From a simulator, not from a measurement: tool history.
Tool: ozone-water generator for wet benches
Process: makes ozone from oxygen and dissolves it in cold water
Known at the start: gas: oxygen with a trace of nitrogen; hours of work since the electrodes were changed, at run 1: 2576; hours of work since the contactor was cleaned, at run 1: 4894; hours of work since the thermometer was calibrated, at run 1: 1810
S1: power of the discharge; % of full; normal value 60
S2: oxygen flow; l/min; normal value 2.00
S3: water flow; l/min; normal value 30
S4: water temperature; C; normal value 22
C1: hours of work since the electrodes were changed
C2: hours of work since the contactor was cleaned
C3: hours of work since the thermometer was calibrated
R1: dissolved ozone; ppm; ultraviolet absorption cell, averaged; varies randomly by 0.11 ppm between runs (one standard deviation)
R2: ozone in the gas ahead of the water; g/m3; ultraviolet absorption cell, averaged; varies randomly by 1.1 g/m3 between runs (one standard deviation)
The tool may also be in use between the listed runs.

| run | hour | S1 | S2 | S3 | S4 | C1 | C2 | C3 | R1 | R2 |
|---|---|---|---|---|---|---|---|---|---|---|
| 1 | 0.0 | 60 | 2.00 | 30 | 22 | 2576 | 4894 | 1810 | 6.2 | 197.4 |
| 2 | 186.2 | 60 | 2.00 | 30 | 22 | 2700 | 5017 | 1933 | 6.1 | 199.3 |
| 3 | 388.6 | 60 | 2.00 | 36 | 22 | 2834 | 5151 | 2068 | 4.8 | 197.7 |
| 4 | 601.0 | 60 | 2.00 | 36 | 22 | 2975 | 5292 | 2208 | 4.8 | 199.5 |
| 5 | 738.6 | 60 | 2.00 | 36 | 22 | 3066 | 5383 | 2300 | 5.0 | 198.0 |
| 6 | 897.1 | 60 | 2.00 | 36 | 18 | 3171 | 5488 | 2405 | 4.9 | 198.6 |
| 7 | 1114.2 | 60 | 2.00 | 36 | 18 | 3315 | 5632 | 2548 | 4.9 | 200.0 |
| 8 | 1322.5 | 60 | 2.00 | 36 | 18 | 3453 | 5770 | 2687 | 5.0 | 201.3 |
| 9 | 1458.7 | 75 | 2.00 | 36 | 18 | 3543 | 5860 | 2777 | 5.4 | 225.8 |
| 10 | 1669.2 | 89 | 2.00 | 30 | 17 | 3683 | 6000 | 2916 | 7.5 | 246.7 |
| 11 | 1797.0 | 89 | 2.00 | 30 | 21 | 3767 | 6085 | 3001 | 7.5 | 245.9 |
| 12 | 1922.7 | 99 | 2.00 | 30 | 21 | 3851 | 6168 | 3084 | 7.9 | 261.9 |
| 13 | 2120.1 | 99 | 2.00 | 30 | 21 | 3982 | 6299 | 3215 | 7.9 | 260.0 |
| 14 | 2213.2 | 99 | 2.00 | 35 | 21 | 4043 | 6361 | 3277 | 6.6 | 262.0 |
| 15 | 2309.0 | 99 | 2.00 | 35 | 21 | 4107 | 6424 | 3340 | 6.4 | 260.5 |
| 16 | 2492.1 | 44 | 2.57 | 35 | 21 | 4228 | 6545 | 3462 | 4.5 | 151.8 |
| 17 | 2624.0 | 44 | 2.45 | 19 | 19 | 4316 | 6633 | 3549 | 9.6 | 157.2 |
|  | 2720.7 | gauge calibrated |
| 18 | 2841.9 | 44 | 2.45 | 19 | 19 | 4460 | 6777 | 3694 | 9.7 | 151.2 |

What if the next run were any one of these 5? Each begins from the tool's condition after run 18:
| A | 2996.1 | 52 | 2.45 | 19 | 14 | 4562 | 6879 | 3796 | ? | ? |
| B | 2996.1 | 96 | 2.45 | 41 | 15 | 4562 | 6879 | 3796 | ? | ? |
| C | 2996.1 | 44 | 2.84 | 30 | 19 | 4562 | 6879 | 3796 | ? | ? |
| D | 2996.1 | 81 | 2.45 | 19 | 19 | 4562 | 6879 | 3796 | ? | ? |
| E | 2996.1 | 58 | 1.29 | 29 | 19 | 4562 | 6879 | 3796 | ? | ? |

| run | R1 | R2 |
|---|---|---|
| A | 10.9 | 166.4 |
| B | 5.5 | 225.6 |
| C | 5.9 | 141.4 |
| D | 13.1 | 209.9 |
| E | 5.5 | 244.4 |
The same runs, with their run-to-run variation unchanged, on a tool lacking any hidden condition would have given:
| run | R1 | R2 |
|---|---|---|
| A | 10.9 | 166.1 |
| B | 5.6 | 225.4 |
| C | 5.9 | 141.2 |
| D | 13.1 | 209.6 |
| E | 5.5 | 244.0 |
